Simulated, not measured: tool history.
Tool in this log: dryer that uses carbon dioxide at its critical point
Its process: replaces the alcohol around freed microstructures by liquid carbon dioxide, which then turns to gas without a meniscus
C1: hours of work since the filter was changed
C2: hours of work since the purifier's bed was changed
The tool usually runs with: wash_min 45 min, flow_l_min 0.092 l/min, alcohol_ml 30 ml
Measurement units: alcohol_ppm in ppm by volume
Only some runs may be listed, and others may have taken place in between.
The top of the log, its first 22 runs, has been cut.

{"run": 23, "hour": 1090.5, "wash_min": 45, "flow_l_min": 0.092, "alcohol_ml": 30, "C1": 39, "C2": 730, "alcohol_ppm": 153}
{"run": 24, "hour": 1118.5, "wash_min": 36, "flow_l_min": 0.092, "alcohol_ml": 30, "C1": 57, "C2": 747, "alcohol_ppm": 446}
{"run": 25, "hour": 1180.2, "wash_min": 36, "flow_l_min": 0.092, "alcohol_ml": 30, "C1": 95, "C2": 786, "alcohol_ppm": 505}
{"run": 26, "hour": 1223.3, "wash_min": 31, "flow_l_min": 0.1418, "alcohol_ml": 21, "C1": 122, "C2": 812, "alcohol_ppm": 120}
{"run": 27, "hour": 1271.9, "wash_min": 68, "flow_l_min": 0.1322, "alcohol_ml": 27, "C1": 152, "C2": 843, "alcohol_ppm": 52}
{"hour": 1299.2, "done": "inlet filter changed"}
{"run": 28, "hour": 1318.0, "wash_min": 39, "flow_l_min": 0.1322, "alcohol_ml": 116, "C1": 12, "C2": 871, "alcohol_ppm": 117}
{"run": 29, "hour": 1365.7, "wash_min": 50, "flow_l_min": 0.1214, "alcohol_ml": 95, "C1": 41, "C2": 900, "alcohol_ppm": 71}
{"run": 30, "hour": 1427.7, "wash_min": 40, "flow_l_min": 0.1304, "alcohol_ml": 93, "C1": 80, "C2": 938, "alcohol_ppm": 113}
{"run": 31, "hour": 1486.0, "wash_min": 46, "flow_l_min": 0.092, "alcohol_ml": 59, "C1": 116, "C2": 975, "alcohol_ppm": 313}
{"run": 32, "hour": 1536.6, "wash_min": 28, "flow_l_min": 0.1154, "alcohol_ml": 98, "C1": 147, "C2": 1006, "alcohol_ppm": 1970}
{"hour": 1571.4, "done": "inlet filter changed"}
{"run": 33, "hour": 1589.7, "wash_min": 55, "flow_l_min": 0.1003, "alcohol_ml": 23, "C1": 11, "C2": 1038, "alcohol_ppm": 70}
{"run": 34, "hour": 1629.7, "wash_min": 55, "flow_l_min": 0.1003, "alcohol_ml": 23, "C1": 36, "C2": 1063, "alcohol_ppm": 72}
{"run": 35, "hour": 1678.4, "wash_min": 43, "flow_l_min": 0.0587, "alcohol_ml": 23, "C1": 66, "C2": 1093, "alcohol_ppm": 1184}
{"run": 36, "hour": 1736.4, "wash_min": 42, "flow_l_min": 0.0587, "alcohol_ml": 44, "C1": 102, "C2": 1129, "alcohol_ppm": 2616}
{"run": 37, "hour": 1770.0, "wash_min": 44, "flow_l_min": 0.1073, "alcohol_ml": 72, "C1": 123, "C2": 1150, "alcohol_ppm": 223}
{"run": 38, "hour": 1816.0, "wash_min": 27, "flow_l_min": 0.0607, "alcohol_ml": 65, "C1": 152, "C2": 1179, "alcohol_ppm": 13973}
{"hour": 1831.4, "done": "purifier's bed changed"}
{"hour": 1847.1, "done": "inlet filter changed"}
{"run": 39, "hour": 1876.3, "wash_min": 45, "flow_l_min": 0.142, "alcohol_ml": 39, "C1": 18, "C2": 27, "alcohol_ppm": 1}
{"run": 40, "hour": 1939.1, "wash_min": 45, "flow_l_min": 0.142, "alcohol_ml": 49, "C1": 57, "C2": 66, "alcohol_ppm": 10}
{"run": 41, "hour": 1983.4, "wash_min": 45, "flow_l_min": 0.142, "alcohol_ml": 49, "C1": 84, "C2": 94, "alcohol_ppm": 14}
{"run": 42, "hour": 2033.9, "wash_min": 43, "flow_l_min": 0.1317, "alcohol_ml": 22, "C1": 116, "C2": 125, "alcohol_ppm": 23}
{"run": 43, "hour": 2069.5, "wash_min": 49, "flow_l_min": 0.0638, "alcohol_ml": 94, "C1": 138, "C2": 147, "alcohol_ppm": 2338}
{"run": 44, "hour": 2103.0, "wash_min": 70, "flow_l_min": 0.1531, "alcohol_ml": 30, "C1": 159, "C2": 168, "alcohol_ppm": 17}
{"hour": 2122.5, "done": "inlet filter changed"}
{"run": 45, "hour": 2140.8, "wash_min": 28, "flow_l_min": 0.0852, "alcohol_ml": 28, "C1": 11, "C2": 191, "alcohol_ppm": 1397}
{"run": 46, "hour": 2185.7, "wash_min": 69, "flow_l_min": 0.1446, "alcohol_ml": 25, "C1": 39, "C2": 218, "alcohol_ppm": 23}
{"run": 47, "hour": 2234.5, "wash_min": 69, "flow_l_min": 0.1446, "alcohol_ml": 25, "C1": 69, "C2": 249, "alcohol_ppm": 21}

Each row is a separate what-if for the run after 47, all from the same tool condition, not one after another. Results?
{"run": "A", "hour": 2291.7, "wash_min": 49, "flow_l_min": 0.0652, "alcohol_ml": 96, "C1": 105, "C2": 284, "alcohol_ppm": "?"}
{"run": "B", "hour": 2291.7, "wash_min": 33, "flow_l_min": 0.1045, "alcohol_ml": 25, "C1": 105, "C2": 284, "alcohol_ppm": "?"}
{"run": "C", "hour": 2291.7, "wash_min": 69, "flow_l_min": 0.1413, "alcohol_ml": 25, "C1": 105, "C2": 284, "alcohol_ppm": "?"}

run=A alcohol_ppm=1980
run=B alcohol_ppm=319
run=C alcohol_ppm=25
With the hidden condition removed and each run's random variation left untouched, the same runs would have given:
run=A alcohol_ppm=1372
run=B alcohol_ppm=203
run=C alcohol_ppm=7
